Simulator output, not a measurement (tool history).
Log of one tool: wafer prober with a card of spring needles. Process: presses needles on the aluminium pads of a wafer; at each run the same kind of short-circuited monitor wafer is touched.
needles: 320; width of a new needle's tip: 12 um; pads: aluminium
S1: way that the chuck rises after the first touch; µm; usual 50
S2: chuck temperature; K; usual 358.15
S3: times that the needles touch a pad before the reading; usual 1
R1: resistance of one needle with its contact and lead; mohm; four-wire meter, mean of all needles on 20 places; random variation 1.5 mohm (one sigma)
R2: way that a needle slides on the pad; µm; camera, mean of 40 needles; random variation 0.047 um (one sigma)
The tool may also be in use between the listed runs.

| run | hour | S1 | S2 | S3 | R1 | R2 |
|---|---|---|---|---|---|---|
| 1 | 0.0 | 50 | 358.15 | 1 | 133 | 9.66 |
|  | 5.8 | tips cleaned on abrasive film |
|  | 12.9 | tips cleaned on abrasive film |
| 2 | 16.7 | 37 | 358.15 | 1 | 139 | 7.05 |
|  | 19.5 | tips cleaned on abrasive film |
|  | 27.4 | tips cleaned on abrasive film |
|  | 34.7 | tips cleaned on abrasive film |
| 3 | 38.2 | 37 | 358.15 | 1 | 141 | 7.03 |
|  | 41.5 | tips cleaned on abrasive film |
|  | 49.5 | tips cleaned on abrasive film |
| 4 | 54.2 | 50 | 358.15 | 1 | 135 | 9.53 |
|  | 57.6 | tips cleaned on abrasive film |
|  | 65.4 | tips cleaned on abrasive film |
|  | 73.3 | tips cleaned on abrasive film |
| 5 | 75.1 | 50 | 358.15 | 2 | 133 | 9.60 |
|  | 81.2 | tips cleaned on abrasive film |
|  | 88.1 | tips cleaned on abrasive film |
|  | 95.6 | tips cleaned on abrasive film |
| 6 | 101.6 | 50 | 369.15 | 1 | 135 | 9.55 |
|  | 103.3 | tips cleaned on abrasive film |
|  | 110.3 | tips cleaned on abrasive film |
| 7 | 116.2 | 50 | 299.15 | 1 | 124 | 9.61 |
|  | 117.9 | tips cleaned on abrasive film |
|  | 125.5 | tips cleaned on abrasive film |
|  | 132.0 | tips cleaned on abrasive film |
|  | 139.3 | tips cleaned on abrasive film |
| 8 | 140.3 | 50 | 299.15 | 1 | 123 | 9.70 |
|  | 146.4 | tips cleaned on abrasive film |
|  | 153.9 | tips cleaned on abrasive film |
| 9 | 153.9 | 50 | 299.15 | 2 | 124 | 9.64 |
|  | 161.7 | tips cleaned on abrasive film |
|  | 169.4 | tips cleaned on abrasive film |
|  | 176.2 | tips cleaned on abrasive film |
| 10 | 176.2 | 50 | 299.15 | 2 | 121 | 9.60 |
|  | 184.3 | tips cleaned on abrasive film |
|  | 192.1 | tips cleaned on abrasive film |
| 11 | 195.9 | 50 | 299.15 | 2 | 124 | 9.72 |
|  | 200.1 | tips cleaned on abrasive film |
|  | 208.2 | tips cleaned on abrasive film |
| 12 | 208.3 | 50 | 299.15 | 2 | 120 | 9.74 |
|  | 214.9 | tips cleaned on abrasive film |
|  | 222.6 | tips cleaned on abrasive film |
| 13 | 223.3 | 44 | 358.15 | 1 | 135 | 8.61 |
|  | 229.8 | tips cleaned on abrasive film |
|  | 237.7 | tips cleaned on abrasive film |
| 14 | 237.9 | 58 | 358.15 | 1 | 130 | 11.23 |
|  | 245.3 | tips cleaned on abrasive film |
|  | 252.6 | tips cleaned on abrasive film |
|  | 259.2 | tips cleaned on abrasive film |
| 15 | 261.6 | 58 | 358.15 | 1 | 133 | 11.38 |
|  | 265.8 | tips cleaned on abrasive film |
|  | 273.5 | tips cleaned on abrasive film |
|  | 280.8 | tips cleaned on abrasive film |
| 16 | 280.8 | 65 | 363.15 | 2 | 129 | 12.67 |
|  | 288.8 | tips cleaned on abrasive film |
|  | 296.6 | tips cleaned on abrasive film |
|  | 303.7 | tips cleaned on abrasive film |
| 17 | 304.3 | 52 | 358.15 | 2 | 130 | 10.09 |
|  | 310.3 | gauge calibrated |
|  | 310.4 | tips cleaned on abrasive film |
|  | 318.0 | tips cleaned on abrasive film |
|  | 325.6 | tips cleaned on abrasive film |
| 18 | 331.2 | 56 | 301.15 | 1 | 121 | 10.71 |
|  | 332.9 | tips cleaned on abrasive film |
|  | 340.5 | tips cleaned on abrasive film |
|  | 347.9 | tips cleaned on abrasive film |
| 19 | 351.5 | 43 | 326.15 | 2 | 130 | 8.27 |
|  | 354.8 | tips cleaned on abrasive film |
|  | 363.0 | tips cleaned on abrasive film |
|  | 365.8 | height of the first contact set anew |
|  | 370.7 | tips cleaned on abrasive film |
| 20 | 370.9 | 43 | 326.15 | 2 | 132 | 8.21 |
|  | 378.4 | tips cleaned on abrasive film |
|  | 385.8 | tips cleaned on abrasive film |
|  | 393.5 | tips cleaned on abrasive film |
| 21 | 396.6 | 43 | 326.15 | 2 | 130 | 8.16 |
|  | 401.6 | tips cleaned on abrasive film |
|  | 408.8 | tips cleaned on abrasive film |
| 22 | 414.2 | 64 | 358.15 | 1 | 130 | 12.30 |
|  | 415.5 | tips cleaned on abrasive film |
|  | 422.7 | tips cleaned on abrasive film |
|  | 430.6 | tips cleaned on abrasive film |
|  | 437.6 | tips cleaned on abrasive film |
| 23 | 440.5 | 50 | 354.15 | 1 | 131 | 9.67 |
|  | 445.0 | tips cleaned on abrasive film |
|  | 452.4 | tips cleaned on abrasive film |
|  | 459.0 | tips cleaned on abrasive film |
|  | 466.8 | tips cleaned on abrasive film |
| 24 | 467.0 | 50 | 354.15 | 1 | 130 | 9.65 |
|  | 473.6 | tips cleaned on abrasive film |
|  | 481.2 | tips cleaned on abrasive film |
| 25 | 483.2 | 50 | 379.15 | 2 | 134 | 9.71 |
|  | 489.0 | tips cleaned on abrasive film |
|  | 497.0 | tips cleaned on abrasive film |
| 26 | 498.6 | 50 | 379.15 | 2 | 136 | 9.60 |
|  | 505.0 | tips cleaned on abrasive film |
|  | 512.6 | tips cleaned on abrasive film |
| 27 | 515.0 | 55 | 298.15 | 1 | 123 | 10.68 |
|  | 519.9 | tips cleaned on abrasive film |
|  | 527.7 | tips cleaned on abrasive film |
|  | 534.9 | tips cleaned on abrasive film |
| 28 | 539.6 | 30 | 393.15 | 1 | 150 | 5.83 |
|  | 542.9 | tips cleaned on abrasive film |
|  | 550.6 | tips cleaned on abrasive film |
|  | 558.0 | tips cleaned on abrasive film |
| 29 | 564.3 | 50 | 310.15 | 1 | 126 | 9.66 |

Hidden state or all else? Some run-to-run changes of R2, split into what the settings, what came in and random variation would give without the hidden state, and what is left for the hidden state (with any gauge scatter that isn't in both results):
The hidden state here: debris on the tips, nm; way that the needles fall short of the set height, um; tips' diameter, um; drift of the gauge itself on contact_mohm, %; drift of the gauge itself on scrub_um, %.
Run 17 -> 18: S1 52 -> 56, S2 358.15 -> 301.15, S3 2 -> 1, gauge calibrated, tips cleaned on abrasive film, tips cleaned on abrasive film, tips cleaned on abrasive film. R2 +0.62 µm: hidden state -0.23, all else +0.85.
Run 21 -> 22: S1 43 -> 64, S2 326.15 -> 358.15, S3 2 -> 1, tips cleaned on abrasive film, tips cleaned on abrasive film. R2 +4.14 µm: hidden state +0.05, all else +4.09.
Run 27 -> 28: S1 55 -> 30, S2 298.15 -> 393.15, tips cleaned on abrasive film, tips cleaned on abrasive film, tips cleaned on abrasive film. R2 -4.85 µm: hidden state -0.07, all else -4.78.
Run 28 -> 29: S1 30 -> 50, S2 393.15 -> 310.15, tips cleaned on abrasive film, tips cleaned on abrasive film, tips cleaned on abrasive film. R2 +3.83 µm: hidden state +0.10, all else +3.73.

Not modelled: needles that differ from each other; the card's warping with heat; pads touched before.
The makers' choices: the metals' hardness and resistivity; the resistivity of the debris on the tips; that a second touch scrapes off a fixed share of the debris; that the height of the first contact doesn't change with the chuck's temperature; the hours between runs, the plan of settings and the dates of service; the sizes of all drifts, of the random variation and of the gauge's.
